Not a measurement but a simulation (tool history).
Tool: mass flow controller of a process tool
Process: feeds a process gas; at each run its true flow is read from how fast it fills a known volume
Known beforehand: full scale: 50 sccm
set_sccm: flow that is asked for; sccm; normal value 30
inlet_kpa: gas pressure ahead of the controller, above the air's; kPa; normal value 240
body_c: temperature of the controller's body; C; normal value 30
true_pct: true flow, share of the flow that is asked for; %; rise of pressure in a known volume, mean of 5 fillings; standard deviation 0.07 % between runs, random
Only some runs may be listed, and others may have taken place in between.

run	day	set_sccm	inlet_kpa	body_c	true_pct
1	0.000	30	240	30	100.48
2	21.188	30	240	30	100.63
3	38.083	30	240	30	100.60
4	59.538	30	240	30	100.67
# day 68.971: controller's zero set anew
5	75.729	30	240	30	99.94
6	85.662	30	182	30	100.27
# day 89.579: controller exchanged for a calibrated one
7	95.033	15	240	30	98.06
8	113.446	8	218	20	96.85
# day 116.917: controller's zero set anew, once more
9	132.096	8	176	37	98.36
10	145.733	8	226	36	97.93
11	165.475	8	226	36	97.92
12	187.467	8	226	22	96.64
13	199.642	8	265	35	97.45
14	221.612	8	265	35	97.12

Forecast each of these 3 alternatives for the next run:
A	230.604	6	240	30	?
B	230.604	8	158	36	?
C	230.604	8	251	35	?

run	true_pct
A	96.07
B	97.53
C	97.13
Stripped of hidden state, with their random variation kept, the same runs would have yielded:
run	true_pct
A	97.54
B	98.33
C	97.92
